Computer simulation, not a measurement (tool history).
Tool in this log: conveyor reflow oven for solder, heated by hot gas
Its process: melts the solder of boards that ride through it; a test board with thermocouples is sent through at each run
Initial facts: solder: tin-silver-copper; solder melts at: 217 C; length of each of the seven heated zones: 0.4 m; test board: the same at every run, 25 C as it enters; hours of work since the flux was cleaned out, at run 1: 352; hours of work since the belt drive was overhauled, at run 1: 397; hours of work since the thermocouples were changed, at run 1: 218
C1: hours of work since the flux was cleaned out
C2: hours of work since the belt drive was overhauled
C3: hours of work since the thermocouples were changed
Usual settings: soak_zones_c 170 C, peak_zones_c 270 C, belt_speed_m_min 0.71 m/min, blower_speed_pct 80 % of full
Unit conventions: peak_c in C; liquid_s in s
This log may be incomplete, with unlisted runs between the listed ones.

{"run": 1, "hour": 0.0, "soak_zones_c": 170, "peak_zones_c": 270, "belt_speed_m_min": 0.71, "blower_speed_pct": 80, "C1": 352, "C2": 397, "C3": 218, "peak_c": 253.5, "liquid_s": 50}
{"run": 2, "hour": 14.7, "soak_zones_c": 170, "peak_zones_c": 270, "belt_speed_m_min": 0.71, "blower_speed_pct": 80, "C1": 360, "C2": 404, "C3": 226, "peak_c": 253.4, "liquid_s": 49.9}
{"run": 3, "hour": 24.1, "soak_zones_c": 170, "peak_zones_c": 270, "belt_speed_m_min": 0.71, "blower_speed_pct": 80, "C1": 364, "C2": 409, "C3": 230, "peak_c": 253.3, "liquid_s": 49.9}
{"run": 4, "hour": 36.4, "soak_zones_c": 170, "peak_zones_c": 270, "belt_speed_m_min": 0.71, "blower_speed_pct": 80, "C1": 371, "C2": 415, "C3": 236, "peak_c": 253.2, "liquid_s": 49.6}
{"run": 5, "hour": 44.4, "soak_zones_c": 176, "peak_zones_c": 270, "belt_speed_m_min": 0.71, "blower_speed_pct": 80, "C1": 374, "C2": 419, "C3": 240, "peak_c": 254.3, "liquid_s": 52.2}
{"run": 6, "hour": 59.6, "soak_zones_c": 176, "peak_zones_c": 270, "belt_speed_m_min": 0.71, "blower_speed_pct": 80, "C1": 382, "C2": 427, "C3": 248, "peak_c": 254, "liquid_s": 52.3}
{"run": 7, "hour": 71.1, "soak_zones_c": 170, "peak_zones_c": 270, "belt_speed_m_min": 0.71, "blower_speed_pct": 80, "C1": 388, "C2": 433, "C3": 254, "peak_c": 253.4, "liquid_s": 49.8}
{"run": 8, "hour": 84.0, "soak_zones_c": 170, "peak_zones_c": 270, "belt_speed_m_min": 0.76, "blower_speed_pct": 80, "C1": 394, "C2": 439, "C3": 260, "peak_c": 250.9, "liquid_s": 44.9}
{"run": 9, "hour": 93.1, "soak_zones_c": 170, "peak_zones_c": 278, "belt_speed_m_min": 0.76, "blower_speed_pct": 80, "C1": 399, "C2": 443, "C3": 265, "peak_c": 257.6, "liquid_s": 48.4}
{"run": 10, "hour": 107.1, "soak_zones_c": 170, "peak_zones_c": 278, "belt_speed_m_min": 0.76, "blower_speed_pct": 80, "C1": 406, "C2": 450, "C3": 272, "peak_c": 257.6, "liquid_s": 48.8}
{"run": 11, "hour": 116.9, "soak_zones_c": 170, "peak_zones_c": 278, "belt_speed_m_min": 0.76, "blower_speed_pct": 80, "C1": 411, "C2": 455, "C3": 276, "peak_c": 257.8, "liquid_s": 48.5}
{"run": 12, "hour": 126.2, "soak_zones_c": 170, "peak_zones_c": 283, "belt_speed_m_min": 0.76, "blower_speed_pct": 82, "C1": 415, "C2": 460, "C3": 281, "peak_c": 262.4, "liquid_s": 50.7}
{"run": 13, "hour": 140.5, "soak_zones_c": 183, "peak_zones_c": 270, "belt_speed_m_min": 0.75, "blower_speed_pct": 80, "C1": 422, "C2": 467, "C3": 288, "peak_c": 254, "liquid_s": 50.9}
{"run": 14, "hour": 156.0, "soak_zones_c": 156, "peak_zones_c": 270, "belt_speed_m_min": 0.71, "blower_speed_pct": 83, "C1": 430, "C2": 475, "C3": 296, "peak_c": 251.5, "liquid_s": 45.1}
{"hour": 162.5, "done": "flux residue cleaned out of gas plates and filters"}
{"run": 15, "hour": 177.5, "soak_zones_c": 170, "peak_zones_c": 264, "belt_speed_m_min": 0.71, "blower_speed_pct": 73, "C1": 7, "C2": 483, "C3": 304, "peak_c": 246.7, "liquid_s": 45.2}
{"run": 16, "hour": 193.6, "soak_zones_c": 170, "peak_zones_c": 264, "belt_speed_m_min": 0.71, "blower_speed_pct": 73, "C1": 15, "C2": 491, "C3": 312, "peak_c": 246.9, "liquid_s": 45.4}
{"run": 17, "hour": 203.4, "soak_zones_c": 170, "peak_zones_c": 264, "belt_speed_m_min": 0.71, "blower_speed_pct": 73, "C1": 20, "C2": 496, "C3": 317, "peak_c": 246.8, "liquid_s": 45.4}
{"run": 18, "hour": 213.0, "soak_zones_c": 170, "peak_zones_c": 264, "belt_speed_m_min": 0.71, "blower_speed_pct": 73, "C1": 25, "C2": 501, "C3": 322, "peak_c": 246.5, "liquid_s": 45}
{"run": 19, "hour": 229.3, "soak_zones_c": 170, "peak_zones_c": 264, "belt_speed_m_min": 0.71, "blower_speed_pct": 73, "C1": 33, "C2": 509, "C3": 330, "peak_c": 246.7, "liquid_s": 44.9}
{"run": 20, "hour": 245.0, "soak_zones_c": 178, "peak_zones_c": 273, "belt_speed_m_min": 0.65, "blower_speed_pct": 68, "C1": 41, "C2": 516, "C3": 338, "peak_c": 257.6, "liquid_s": 60.2}
{"run": 21, "hour": 259.4, "soak_zones_c": 178, "peak_zones_c": 273, "belt_speed_m_min": 0.65, "blower_speed_pct": 68, "C1": 48, "C2": 524, "C3": 345, "peak_c": 257.9, "liquid_s": 60.3}
{"run": 22, "hour": 276.8, "soak_zones_c": 168, "peak_zones_c": 274, "belt_speed_m_min": 0.738, "blower_speed_pct": 53, "C1": 57, "C2": 532, "C3": 353, "peak_c": 247.8, "liquid_s": 41.8}

What differs in the tool's unlogged condition from the final listed run ahead of each entry between runs to the first listed run following it?
Between runs 14 and 15: flux residue cleaned out of gas plates and filters (hour 162.5)
  heat that the gas passes to the board, % of a clean oven's: 99.7 -> 100; true gas temperature in zones 6 and 7 over the reading, C: 0 -> 0.01

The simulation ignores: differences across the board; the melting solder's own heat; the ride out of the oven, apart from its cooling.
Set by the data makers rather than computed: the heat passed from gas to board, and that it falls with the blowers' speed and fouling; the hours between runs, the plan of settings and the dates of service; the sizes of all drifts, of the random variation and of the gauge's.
